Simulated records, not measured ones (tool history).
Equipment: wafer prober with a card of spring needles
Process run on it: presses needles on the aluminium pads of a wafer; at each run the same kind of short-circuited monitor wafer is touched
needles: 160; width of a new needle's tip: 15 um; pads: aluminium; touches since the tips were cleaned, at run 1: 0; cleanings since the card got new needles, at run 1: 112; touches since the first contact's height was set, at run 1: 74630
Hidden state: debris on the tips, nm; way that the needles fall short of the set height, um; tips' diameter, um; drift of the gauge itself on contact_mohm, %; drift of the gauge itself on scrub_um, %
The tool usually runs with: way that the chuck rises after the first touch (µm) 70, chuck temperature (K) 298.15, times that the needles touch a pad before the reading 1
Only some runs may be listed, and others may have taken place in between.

run	hour	way that the chuck rises after the first touch (µm)	chuck temperature (K)	times that the needles touch a pad before the reading	touches since the tips were cleaned	cleanings since the card got new needles	touches since the first contact's height was set	resistance of one needle with its contact and lead (mohm)	way that a needle slides on the pad (µm)
1	0	70	298.15	1	0	112	74630	193	12.96
# hour 27.5: tips cleaned on abrasive film
# hour 50.6: tips cleaned on abrasive film
2	52	70	298.15	1	572	114	94900	196	12.95
# hour 75.4: tips cleaned on abrasive film
# hour 98.6: tips cleaned on abrasive film
# hour 122.7: tips cleaned on abrasive film
3	122.7	70	298.15	1	0	117	122421	194	12.94
# hour 147.9: tips cleaned on abrasive film
# hour 172.1: tips cleaned on abrasive film
4	192.5	70	298.15	1	7999	119	149644	212	12.92
# hour 196.6: tips cleaned on abrasive film
# hour 219.8: tips cleaned on abrasive film
# hour 245.5: tips cleaned on abrasive film
5	255.2	70	298.15	1	3806	122	174031	215	12.89
# hour 272: tips cleaned on abrasive film
# hour 296.2: tips cleaned on abrasive film
6	313.6	70	298.15	1	6815	124	196803	219	12.87
# hour 320: tips cleaned on abrasive film
# hour 345.3: tips cleaned on abrasive film
# hour 357.6: height of the first contact set anew
7	363.4	70	298.15	1	6962	126	2271	213	13.09
# hour 372.7: tips cleaned on abrasive film
# hour 396: tips cleaned on abrasive film
8	408.9	70	298.15	1	5045	128	19960	212	13.08
# hour 422.1: tips cleaned on abrasive film
# hour 448.7: tips cleaned on abrasive film
9	457.2	70	298.15	1	3352	130	38793	206	13
# hour 473: tips cleaned on abrasive film
# hour 496.6: tips cleaned on abrasive film
# hour 522.4: tips cleaned on abrasive film
10	530	70	298.15	1	2978	133	67131	213	13
# hour 549.3: tips cleaned on abrasive film
# hour 572.5: tips cleaned on abrasive film
11	583.1	70	298.15	1	4136	135	87814	216	12.97
# hour 598.4: tips cleaned on abrasive film
12	617.9	70	298.15	1	7596	136	101371	212	12.97
# hour 622.2: tips cleaned on abrasive film
# hour 649.7: tips cleaned on abrasive film
13	652.5	70	298.15	1	1074	138	114819	201	12.94
# hour 675.3: tips cleaned on abrasive film
# hour 702.2: tips cleaned on abrasive film
14	712.6	70	305.15	2	4055	140	138241	206	12.95
# hour 728.5: tips cleaned on abrasive film
15	745.9	70	305.15	1	6803	141	151243	218	12.89
# hour 755.7: tips cleaned on abrasive film
# hour 779.7: tips cleaned on abrasive film
# hour 802.1: tips cleaned on abrasive film
16	804.8	70	305.15	1	1030	144	174134	204	12.87
# hour 824.5: tips cleaned on abrasive film
# hour 847: tips cleaned on abrasive film
17	865.5	70	395.15	2	7244	146	197818	231	12.81
# hour 871.2: tips cleaned on abrasive film
# hour 895.8: tips cleaned on abrasive film
# hour 905.7: height of the first contact set anew
# hour 919.3: tips cleaned on abrasive film
18	929.9	53	298.15	1	4151	149	9402	226	9.86
# hour 944: tips cleaned on abrasive film
# hour 968.8: tips cleaned on abrasive film
# hour 992.7: tips cleaned on abrasive film
19	1001.9	67	319.15	1	3585	152	37451	218	12.46
# hour 1019.7: tips cleaned on abrasive film
20	1037.8	67	319.15	1	7058	153	51441	224	12.47
# hour 1046.6: tips cleaned on abrasive film
# hour 1072: tips cleaned on abrasive film
21	1085.7	67	319.15	1	5373	155	70093	223	12.46
# hour 1094.6: tips cleaned on abrasive film
# hour 1120.1: tips cleaned on abrasive film
22	1121.8	67	319.15	1	631	157	84118	209	12.42
# hour 1146.2: tips cleaned on abrasive film
23	1165	67	319.15	1	7365	158	100986	225	12.39
# hour 1170.7: tips cleaned on abrasive film
# hour 1195.1: tips cleaned on abrasive film
24	1213.1	67	319.15	1	7033	160	119720	225	12.46
# hour 1218.8: tips cleaned on abrasive film
# hour 1245.3: tips cleaned on abrasive film
25	1262.7	67	319.15	1	6805	162	139028	225	12.38

Predict each of these 5 candidate next runs independently; none follows another, all start after run 25:
# hour 1268.3: tips cleaned on abrasive film
# hour 1291.3: tips cleaned on abrasive film
# hour 1316.7: tips cleaned on abrasive film
A	1318.8	70	298.15	2	814	165	160858	?	?
# hour 1268.3: tips cleaned on abrasive film
# hour 1291.3: tips cleaned on abrasive film
# hour 1316.7: tips cleaned on abrasive film
B	1318.8	69	351.15	2	814	165	160858	?	?
# hour 1268.3: tips cleaned on abrasive film
# hour 1291.3: tips cleaned on abrasive film
# hour 1316.7: tips cleaned on abrasive film
C	1318.8	81	327.15	3	814	165	160858	?	?
# hour 1268.3: tips cleaned on abrasive film
# hour 1291.3: tips cleaned on abrasive film
# hour 1316.7: tips cleaned on abrasive film
D	1318.8	66	298.15	2	814	165	160858	?	?
# hour 1268.3: tips cleaned on abrasive film
# hour 1291.3: tips cleaned on abrasive film
# hour 1316.7: tips cleaned on abrasive film
E	1318.8	80	332.15	1	814	165	160858	?	?

run	resistance of one needle with its contact and lead (mohm)	way that a needle slides on the pad (µm)
A	198	12.92
B	207	12.7
C	201	14.94
D	202	12.18
E	205	14.83
Without the tool's unlogged condition, the same runs would have read:
run	resistance of one needle with its contact and lead (mohm)	way that a needle slides on the pad (µm)
A	191	13.11
B	200	12.88
C	197	15.12
D	194	12.37
E	197	15.01

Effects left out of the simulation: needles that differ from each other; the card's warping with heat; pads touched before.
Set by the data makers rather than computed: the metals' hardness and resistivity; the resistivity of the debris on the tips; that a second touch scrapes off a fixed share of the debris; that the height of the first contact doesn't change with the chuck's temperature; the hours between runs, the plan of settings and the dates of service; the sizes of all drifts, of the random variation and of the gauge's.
